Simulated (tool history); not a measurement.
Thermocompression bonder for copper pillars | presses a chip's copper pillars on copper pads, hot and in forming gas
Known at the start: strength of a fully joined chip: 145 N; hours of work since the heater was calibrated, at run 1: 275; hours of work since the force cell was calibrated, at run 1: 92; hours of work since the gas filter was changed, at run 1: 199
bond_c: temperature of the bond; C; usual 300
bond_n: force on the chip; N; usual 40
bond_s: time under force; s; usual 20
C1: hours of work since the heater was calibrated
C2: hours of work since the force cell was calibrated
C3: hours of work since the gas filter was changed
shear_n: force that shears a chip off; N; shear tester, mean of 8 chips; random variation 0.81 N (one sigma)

{"run": 1, "hour": 0.0, "bond_c": 300, "bond_n": 40, "bond_s": 20, "C1": 275, "C2": 92, "C3": 199, "shear_n": 64.9}
{"run": 2, "hour": 14.8, "bond_c": 300, "bond_n": 40, "bond_s": 47, "C1": 283, "C2": 101, "C3": 207, "shear_n": 83.7}
{"run": 3, "hour": 38.1, "bond_c": 300, "bond_n": 40, "bond_s": 47, "C1": 296, "C2": 114, "C3": 221, "shear_n": 83.8}
{"run": 4, "hour": 50.4, "bond_c": 300, "bond_n": 40, "bond_s": 47, "C1": 303, "C2": 121, "C3": 227, "shear_n": 82.3}
{"run": 5, "hour": 61.0, "bond_c": 300, "bond_n": 40, "bond_s": 20, "C1": 309, "C2": 127, "C3": 233, "shear_n": 62.3}
{"run": 6, "hour": 83.7, "bond_c": 300, "bond_n": 40, "bond_s": 20, "C1": 322, "C2": 139, "C3": 246, "shear_n": 63.2}
{"run": 7, "hour": 100.9, "bond_c": 300, "bond_n": 40, "bond_s": 20, "C1": 332, "C2": 149, "C3": 256, "shear_n": 62.1}
{"run": 8, "hour": 114.9, "bond_c": 300, "bond_n": 40, "bond_s": 54, "C1": 340, "C2": 157, "C3": 264, "shear_n": 85.2}
{"run": 9, "hour": 134.0, "bond_c": 300, "bond_n": 40, "bond_s": 54, "C1": 350, "C2": 168, "C3": 275, "shear_n": 86.4}
{"run": 10, "hour": 154.1, "bond_c": 300, "bond_n": 40, "bond_s": 54, "C1": 362, "C2": 179, "C3": 286, "shear_n": 85.4}
{"run": 11, "hour": 169.6, "bond_c": 281, "bond_n": 40, "bond_s": 54, "C1": 371, "C2": 188, "C3": 295, "shear_n": 75.2}
{"run": 12, "hour": 186.4, "bond_c": 320, "bond_n": 40, "bond_s": 25, "C1": 380, "C2": 197, "C3": 304, "shear_n": 75.6}
{"run": 13, "hour": 208.0, "bond_c": 291, "bond_n": 46, "bond_s": 19, "C1": 392, "C2": 210, "C3": 316, "shear_n": 62.4}
{"run": 14, "hour": 231.2, "bond_c": 313, "bond_n": 24, "bond_s": 54, "C1": 405, "C2": 223, "C3": 329, "shear_n": 65.4}
{"hour": 235.2, "done": "forming gas filter changed"}
{"run": 15, "hour": 248.4, "bond_c": 313, "bond_n": 24, "bond_s": 54, "C1": 415, "C2": 232, "C3": 7, "shear_n": 72.5}
{"run": 16, "hour": 273.2, "bond_c": 313, "bond_n": 40, "bond_s": 36, "C1": 429, "C2": 246, "C3": 21, "shear_n": 90.8}

Forecast each of these 3 alternatives for the next run:
{"run": "A", "hour": 295.2, "bond_c": 303, "bond_n": 41, "bond_s": 56, "C1": 441, "C2": 258, "C3": 34, "shear_n": "?"}
{"run": "B", "hour": 295.2, "bond_c": 279, "bond_n": 40, "bond_s": 35, "C1": 441, "C2": 258, "C3": 34, "shear_n": "?"}
{"run": "C", "hour": 295.2, "bond_c": 293, "bond_n": 30, "bond_s": 14, "C1": 441, "C2": 258, "C3": 34, "shear_n": "?"}

run=A shear_n=98.6
run=B shear_n=69.0
run=C shear_n=43.8
Without the tool's hidden state the same runs would have given:
run=A shear_n=94.4
run=B shear_n=64.4
run=C shear_n=40.6
